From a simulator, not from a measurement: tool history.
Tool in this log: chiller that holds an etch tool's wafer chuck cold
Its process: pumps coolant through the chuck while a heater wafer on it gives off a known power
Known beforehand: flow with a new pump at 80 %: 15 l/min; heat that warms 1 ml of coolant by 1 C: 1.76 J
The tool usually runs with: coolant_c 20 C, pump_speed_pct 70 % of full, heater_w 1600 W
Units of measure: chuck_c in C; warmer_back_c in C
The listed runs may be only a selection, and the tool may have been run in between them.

run	hour	coolant_c	pump_speed_pct	heater_w	chuck_c	warmer_back_c
1	0	20	70	1600	33.7	4.24
2	38.9	20	66	1600	34.6	4.46
3	59.8	27	70	1600	40.8	4.24
4	90	27	70	1600	40.8	4.26
5	126.2	27	70	1600	40.7	4.28
6	168.4	14	70	1600	27.9	4.31
7	196.1	14	70	1600	27.7	4.34
8	221.3	20	70	1600	33.9	4.37
9	242.1	20	70	1600	33.8	4.25
10	286.9	20	70	1600	33.8	4.35
11	319.4	20	71	1600	33.5	4.35
12	357.5	20	71	1600	33.5	4.3
13	379.4	20	71	1600	33.5	4.32
14	420.5	20	71	1600	33.5	4.36
15	446.2	20	71	1600	33.6	4.36
16	476	20	70	1806	35.5	5.05
17	499.3	28	76	932	35.4	2.53
18	520.2	28	62	880	36.5	2.93
19	565	28	62	1902	46.3	5.99
# hour 574.3: gauge calibrated
20	602.3	19	61	2109	39.7	6.43
21	646.4	19	61	2109	39.5	6.46
22	678.1	13	76	1119	21.9	2.75
23	713.5	13	76	1119	22	2.79
24	748.9	20	78	2169	36.8	5.21
25	782.5	17	69	829	24.3	2.34
26	804.3	15	69	854	22.3	2.41
27	841.5	15	72	1439	26.9	3.84
28	889.7	20	70	1600	33.5	4.37
29	927.3	13	91	1703	24.5	3.58
30	949.1	13	91	1703	24.5	3.57
31	992.5	18	91	872	23.8	1.97

Subtracting, for every run, the result it would have given without the tool's unlogged condition from the measured result gives the following. The same run-to-run variation enters both numbers; the gauge's scatter may not:
Hidden state at play: heat passed by the chuck's channels, % of clean ones'; flow at a given pump speed, % of a new pump's; coolant's true temperature over the reading, C; drift of the gauge itself on chuck_c, C; drift of the gauge itself on warmer_back_c, C.
run	warmer_back_c
1	+0
2	+0.02
3	+0.03
4	+0.05
5	+0.07
6	+0.09
7	+0.1
8	+0.12
9	+0.14
10	+0.15
11	+0.17
12	+0.2
13	+0.21
14	+0.23
15	+0.24
16	+0.26
17	+0.28
18	+0.28
19	+0.31
20	+0.02
21	+0.04
22	+0.06
23	+0.07
24	+0.1
25	+0.11
26	+0.13
27	+0.15
28	+0.18
29	+0.19
30	+0.2
31	+0.23
chuck_c: differs from the measured result by no more than 0.1 C in any run.
